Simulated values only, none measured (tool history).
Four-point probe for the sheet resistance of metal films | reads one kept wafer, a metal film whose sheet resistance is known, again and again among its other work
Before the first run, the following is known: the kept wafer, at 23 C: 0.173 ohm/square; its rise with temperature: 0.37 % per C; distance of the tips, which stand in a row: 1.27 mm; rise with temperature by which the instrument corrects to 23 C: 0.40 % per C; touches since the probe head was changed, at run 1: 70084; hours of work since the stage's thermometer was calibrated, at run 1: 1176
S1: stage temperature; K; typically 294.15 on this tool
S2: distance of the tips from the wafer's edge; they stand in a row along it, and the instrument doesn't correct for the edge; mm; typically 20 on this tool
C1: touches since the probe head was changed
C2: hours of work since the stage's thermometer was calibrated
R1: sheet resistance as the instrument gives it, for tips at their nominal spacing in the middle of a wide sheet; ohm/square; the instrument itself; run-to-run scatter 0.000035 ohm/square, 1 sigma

run     day      S1  S2     C1    C2        R1
  1       0  294.15  20  70084  1176   0.17518
  2   0.938  294.15  20  71238  1189  0.175273
  3   1.854  294.15  20  72364  1202  0.175298
  4   3.004  294.15  20  73774  1219  0.175329
  5   5.154  294.15  20  76418  1250  0.175373
  6   6.679  294.15  20  78294  1272  0.175399
  7   8.542  294.15  20  80579  1299  0.175427
  8  10.558  294.15  20  83059  1328  0.175509
  9  12.542  294.15  20  85499  1357  0.175593
 10    14.2  294.15  20  87537  1381  0.175667
     15.988  -- new probe head fitted
 11   16.35  294.15  36    446  1411  0.173608
 12  17.388  294.15  20   1720  1426  0.173939
 13  18.596  298.15  20   3203  1443  0.173757
 14  20.588  294.15  65   5652  1472    0.1737
 15  21.971  294.15  65   7352  1492  0.173761
 16  23.562  294.15  65   9309  1515  0.173802
 17  25.175  294.15  20  11289  1538  0.174225
 18  26.367  294.15  20  12752  1556  0.174218
     26.562  -- stage's thermometer calibrated
 19  27.704  294.15  20  14373    17  0.174374
 20  29.512  294.15  20  16598    43  0.174453
 21  31.029  294.15  20  18459    65  0.174537
 22  32.038  294.15  20  19698    79  0.174534
 23  33.542  299.15   4  21549   101  0.182919
 24  34.979  299.15   4  23312   121  0.183012
     36.104  -- stage's thermometer calibrated, once more
 25  36.542  297.15  11  25208     6  0.175231
 26  38.308  297.15  34  27382    32  0.174157
 27    40.3  295.15  34  29828    61  0.174347
 28  41.292  295.15  34  31044    75  0.174359
 29  42.425  304.15  69  32437    91  0.173949
 30  43.517  294.15   8  33782   107  0.176664
 31  45.604  304.15  54  36349   137  0.174003
 32  46.883  301.15  10  37916   156  0.175669
 33  48.662  301.15  50  40104   181  0.174326
 34  50.675  301.15  50  42579   210  0.174362
 35  52.138  305.15  18  44375   231  0.174657
 36  54.079  303.15  20  46760   259  0.174697
 37  56.075  296.15  20  49215   288  0.175171
 38  58.129  296.15  20  51741   318  0.175175
 39  59.958  300.15   6  53988   344  0.178765
 40  61.504  293.15   7  55888   367  0.178136
 41  62.875  294.15   8  57572   386  0.177467
 42  64.296  308.15  21  59320   407  0.174837
 43  65.792  301.15  20  61158   429  0.175198
 44  67.142  294.15   7  62815   448   0.17828

Each row is a separate what-if for the run after 44, all from the same tool condition, not one after another. Results?
  A  69.271  302.15   9  65430  479   ?
  B  69.271  295.15   5  65430  479   ?
  C  69.271  296.15   3  65430  479   ?
  D  69.271  295.15   3  65430  479   ?

run        R1
  A  0.176831
  B  0.181181
  C  0.190522
  D  0.190611
Without the tool's hidden state the same runs would have given:
run        R1
  A  0.174578
  B  0.178876
  C   0.18811
  D  0.188198
